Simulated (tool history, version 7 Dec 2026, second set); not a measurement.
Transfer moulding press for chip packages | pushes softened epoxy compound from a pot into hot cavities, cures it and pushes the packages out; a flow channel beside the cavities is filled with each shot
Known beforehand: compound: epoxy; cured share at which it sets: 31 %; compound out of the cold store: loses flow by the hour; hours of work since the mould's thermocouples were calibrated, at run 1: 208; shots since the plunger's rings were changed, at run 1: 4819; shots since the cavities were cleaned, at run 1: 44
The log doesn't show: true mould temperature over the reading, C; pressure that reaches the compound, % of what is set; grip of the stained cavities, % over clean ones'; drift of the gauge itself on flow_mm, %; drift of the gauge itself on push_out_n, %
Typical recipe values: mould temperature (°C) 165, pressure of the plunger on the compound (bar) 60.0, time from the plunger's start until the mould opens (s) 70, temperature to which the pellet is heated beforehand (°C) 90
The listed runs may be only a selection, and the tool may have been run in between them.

run	hour	mould temperature (°C)	pressure of the plunger on the compound (bar)	time from the plunger's start until the mould opens (s)	temperature to which the pellet is heated beforehand (°C)	hours of work since the mould's thermocouples were calibrated	shots since the plunger's rings were changed	shots since the cavities were cleaned	incoming compound's hours out of the cold store	length that the compound runs in the flow channel (mm)	greatest force on the pins that push the packages out (N)
1	0.0	165	60.0	70	90	208	4819	44	40.4	508	612
2	12.9	165	60.0	70	90	216	5024	249	15.7	550	653
3	20.9	165	60.0	70	90	221	5150	375	30.9	524	621
4	35.5	165	60.0	70	90	230	5380	605	13.9	551	659
5	47.6	165	60.0	70	90	237	5571	796	36.3	515	618
6	59.2	165	60.0	70	90	244	5754	979	37.9	512	620
# hour 62.8: cavities cleaned with cleaning compound and waxed
7	73.5	165	60.0	70	90	252	5957	170	38.3	513	610
8	80.3	165	60.0	70	90	256	6065	278	18.5	543	633
9	91.4	165	60.0	70	90	263	6240	453	29.9	525	622
10	104.6	165	60.0	100	90	271	6448	661	41.0	510	369
11	118.6	165	60.0	101	90	280	6669	882	15.1	547	375
# hour 123.3: plunger's sealing rings changed
# hour 131.0: cavities cleaned with cleaning compound and waxed
12	131.2	165	60.0	101	90	285	101	3	15.8	549	375
13	141.5	165	60.0	101	90	291	265	167	44.5	503	377
14	154.8	165	60.0	101	90	299	475	377	28.7	527	372
15	164.1	165	60.0	101	90	305	622	524	43.1	506	388
16	178.8	162	60.0	101	90	314	853	755	30.8	531	399
17	194.3	162	60.0	101	90	323	1098	1000	8.5	568	393
# hour 196.8: cavities cleaned with cleaning compound and waxed
18	209.8	165	60.0	105	90	332	1320	206	47.7	497	369
19	220.4	165	53.0	66	82	338	1487	373	37.1	485	750
20	229.3	167	53.0	66	82	344	1628	514	10.0	522	685
21	241.5	167	45.9	66	89	351	1821	707	35.2	449	591
22	252.7	167	51.2	66	89	358	1999	885	33.1	477	628
# hour 262.0: cavities cleaned with cleaning compound and waxed
23	262.0	171	60.0	70	81	363	2122	0	46.2	490	433
24	270.8	165	62.7	74	90	368	2261	139	20.3	554	585
25	284.2	165	62.7	74	90	376	2472	350	11.7	567	589
26	299.7	165	70.9	103	90	385	2717	595	23.1	584	380
27	314.9	159	45.1	52	90	395	2957	835	40.8	452	1623
28	321.8	165	60.0	70	82	399	3067	945	14.6	552	684

Predict each of these 4 candidate next runs independently; none follows another, all start after run 28:
# hour 328.2: cavities cleaned with cleaning compound and waxed
A	336.6	169	60.0	80	82	407	3276	132	26.6	?	?
# hour 328.2: cavities cleaned with cleaning compound and waxed
B	336.6	160	60.0	70	83	407	3276	132	31.6	?	?
# hour 328.2: cavities cleaned with cleaning compound and waxed
C	336.6	165	51.0	108	94	407	3276	132	27.8	?	?
# hour 328.2: cavities cleaned with cleaning compound and waxed
D	336.6	169	60.0	77	95	407	3276	132	42.0	?	?

run	length that the compound runs in the flow channel (mm)	greatest force on the pins that push the packages out (N)
A	522	413
B	536	970
C	486	369
D	498	396
Stripped of hidden state, with their random variation kept, the same runs would have yielded:
run	length that the compound runs in the flow channel (mm)	greatest force on the pins that push the packages out (N)
A	522	412
B	536	968
C	487	369
D	498	396

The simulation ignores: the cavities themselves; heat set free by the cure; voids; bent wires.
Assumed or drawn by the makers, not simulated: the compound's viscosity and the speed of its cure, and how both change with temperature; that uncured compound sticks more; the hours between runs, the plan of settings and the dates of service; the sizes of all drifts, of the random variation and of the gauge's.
